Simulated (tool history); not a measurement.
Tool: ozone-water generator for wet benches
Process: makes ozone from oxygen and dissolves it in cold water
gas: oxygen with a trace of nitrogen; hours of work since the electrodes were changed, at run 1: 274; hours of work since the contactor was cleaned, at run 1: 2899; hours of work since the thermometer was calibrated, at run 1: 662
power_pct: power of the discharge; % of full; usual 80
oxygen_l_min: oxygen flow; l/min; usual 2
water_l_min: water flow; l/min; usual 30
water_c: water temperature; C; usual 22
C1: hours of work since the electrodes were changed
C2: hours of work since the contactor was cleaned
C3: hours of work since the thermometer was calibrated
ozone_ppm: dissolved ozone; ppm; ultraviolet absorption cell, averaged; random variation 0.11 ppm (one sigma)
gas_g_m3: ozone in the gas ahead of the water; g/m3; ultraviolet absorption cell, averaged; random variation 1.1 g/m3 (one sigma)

run 1 day=0 | power_pct=80 oxygen_l_min=2 water_l_min=30 water_c=22 | C1=274 C2=2899 C3=662 | ozone_ppm=6.7 gas_g_m3=183.7
run 2 day=2.221 | power_pct=80 oxygen_l_min=2 water_l_min=30 water_c=22 | C1=323 C2=2949 C3=712 | ozone_ppm=6.7 gas_g_m3=184.4
run 3 day=4.171 | power_pct=80 oxygen_l_min=2 water_l_min=30 water_c=22 | C1=366 C2=2992 C3=755 | ozone_ppm=6.8 gas_g_m3=185.2
run 4 day=6.108 | power_pct=80 oxygen_l_min=2 water_l_min=32 water_c=22 | C1=410 C2=3035 C3=798 | ozone_ppm=6.2 gas_g_m3=185
run 5 day=8.05 | power_pct=73 oxygen_l_min=2 water_l_min=32 water_c=22 | C1=453 C2=3078 C3=841 | ozone_ppm=5.8 gas_g_m3=174.8
run 6 day=9.767 | power_pct=80 oxygen_l_min=2 water_l_min=30 water_c=22 | C1=491 C2=3117 C3=880 | ozone_ppm=6.7 gas_g_m3=185.1
run 7 day=11.075 | power_pct=80 oxygen_l_min=2.87 water_l_min=30 water_c=22 | C1=520 C2=3146 C3=909 | ozone_ppm=7.5 gas_g_m3=157.5
run 8 day=12.3 | power_pct=80 oxygen_l_min=2.87 water_l_min=30 water_c=22 | C1=547 C2=3173 C3=936 | ozone_ppm=7.6 gas_g_m3=158.5
run 9 day=14.208 | power_pct=82 oxygen_l_min=2.87 water_l_min=30 water_c=22 | C1=590 C2=3215 C3=979 | ozone_ppm=7.6 gas_g_m3=158.6
run 10 day=16.388 | power_pct=82 oxygen_l_min=2.87 water_l_min=30 water_c=22 | C1=638 C2=3264 C3=1027 | ozone_ppm=7.8 gas_g_m3=162.3
run 11 day=17.479 | power_pct=82 oxygen_l_min=2.87 water_l_min=30 water_c=22 | C1=663 C2=3288 C3=1051 | ozone_ppm=7.6 gas_g_m3=160.3
run 12 day=19.504 | power_pct=82 oxygen_l_min=2.87 water_l_min=30 water_c=22 | C1=708 C2=3333 C3=1096 | ozone_ppm=7.7 gas_g_m3=160.1
run 13 day=20.6 | power_pct=45 oxygen_l_min=2.87 water_l_min=30 water_c=22 | C1=732 C2=3358 C3=1121 | ozone_ppm=5 gas_g_m3=103.7
run 14 day=22.192 | power_pct=80 oxygen_l_min=2 water_l_min=30 water_c=22 | C1=767 C2=3393 C3=1156 | ozone_ppm=6.7 gas_g_m3=184.1
run 15 day=23.975 | power_pct=80 oxygen_l_min=2 water_l_min=30 water_c=22 | C1=807 C2=3433 C3=1196 | ozone_ppm=6.7 gas_g_m3=184.6
run 16 day=25.7 | power_pct=80 oxygen_l_min=2 water_l_min=30 water_c=22 | C1=846 C2=3471 C3=1234 | ozone_ppm=6.6 gas_g_m3=183.8
run 17 day=27.971 | power_pct=80 oxygen_l_min=2 water_l_min=30 water_c=22 | C1=896 C2=3522 C3=1285 | ozone_ppm=6.6 gas_g_m3=184.8
run 18 day=30.179 | power_pct=80 oxygen_l_min=3.16 water_l_min=30 water_c=22 | C1=945 C2=3571 C3=1334 | ozone_ppm=7.8 gas_g_m3=152.8
run 19 day=31.917 | power_pct=80 oxygen_l_min=3.16 water_l_min=30 water_c=22 | C1=984 C2=3610 C3=1373 | ozone_ppm=7.6 gas_g_m3=149.3
run 20 day=33.446 | power_pct=73 oxygen_l_min=2 water_l_min=36 water_c=22 | C1=1018 C2=3644 C3=1407 | ozone_ppm=4.9 gas_g_m3=171.8
run 21 day=35.583 | power_pct=56 oxygen_l_min=2 water_l_min=25 water_c=22 | C1=1065 C2=3691 C3=1454 | ozone_ppm=6.2 gas_g_m3=141.5
run 22 day=37.142 | power_pct=80 oxygen_l_min=1.68 water_l_min=27 water_c=22 | C1=1100 C2=3726 C3=1489 | ozone_ppm=7 gas_g_m3=199.6
run 23 day=38.292 | power_pct=80 oxygen_l_min=1.68 water_l_min=27 water_c=22 | C1=1126 C2=3751 C3=1515 | ozone_ppm=6.8 gas_g_m3=199.1
run 24 day=39.612 | power_pct=59 oxygen_l_min=2.91 water_l_min=26 water_c=17 | C1=1155 C2=3781 C3=1544 | ozone_ppm=7.1 gas_g_m3=124.7
run 25 day=41.75 | power_pct=81 oxygen_l_min=2.92 water_l_min=47 water_c=25 | C1=1203 C2=3828 C3=1591 | ozone_ppm=4.5 gas_g_m3=155.7
run 26 day=42.862 | power_pct=81 oxygen_l_min=2.29 water_l_min=47 water_c=25 | C1=1227 C2=3853 C3=1616 | ozone_ppm=4.1 gas_g_m3=175.1
run 27 day=44.679 | power_pct=81 oxygen_l_min=2.29 water_l_min=47 water_c=25 | C1=1268 C2=3894 C3=1657 | ozone_ppm=4 gas_g_m3=172.5
run 28 day=46.121 | power_pct=66 oxygen_l_min=2.5 water_l_min=35 water_c=16 | C1=1300 C2=3926 C3=1689 | ozone_ppm=5.4 gas_g_m3=145.2
run 29 day=47.679 | power_pct=66 oxygen_l_min=2.5 water_l_min=35 water_c=16 | C1=1335 C2=3960 C3=1723 | ozone_ppm=5.3 gas_g_m3=146.2
run 30 day=48.783 | power_pct=61 oxygen_l_min=1.61 water_l_min=35 water_c=16 | C1=1359 C2=3985 C3=1748 | ozone_ppm=4.3 gas_g_m3=166.5
run 31 day=49.783 | power_pct=61 oxygen_l_min=1.61 water_l_min=35 water_c=16 | C1=1381 C2=4007 C3=1770 | ozone_ppm=4.1 gas_g_m3=167.1
run 32 day=51.325 | power_pct=80 oxygen_l_min=2 water_l_min=30 water_c=17 | C1=1416 C2=4042 C3=1805 | ozone_ppm=6.8 gas_g_m3=181
run 33 day=52.725 | power_pct=58 oxygen_l_min=1.43 water_l_min=27 water_c=24 | C1=1447 C2=4073 C3=1836 | ozone_ppm=5.2 gas_g_m3=170.2

Forecast each of these 3 alternatives for the next run:
run A day=53.729 | power_pct=61 oxygen_l_min=1.43 water_l_min=27 water_c=24 | C1=1469 C2=4095 C3=1858 | ozone_ppm=? gas_g_m3=?
run B day=53.729 | power_pct=73 oxygen_l_min=1.43 water_l_min=42 water_c=22 | C1=1469 C2=4095 C3=1858 | ozone_ppm=? gas_g_m3=?
run C day=53.729 | power_pct=94 oxygen_l_min=1.43 water_l_min=27 water_c=21 | C1=1469 C2=4095 C3=1858 | ozone_ppm=? gas_g_m3=?

run=A ozone_ppm=5.6 gas_g_m3=175
run=B ozone_ppm=3.5 gas_g_m3=199.8
run=C ozone_ppm=7.2 gas_g_m3=241.6
Without the tool's hidden state the same runs would have given:
run=A ozone_ppm=5.9 gas_g_m3=177.4
run=B ozone_ppm=3.8 gas_g_m3=203
run=C ozone_ppm=7.7 gas_g_m3=246.1
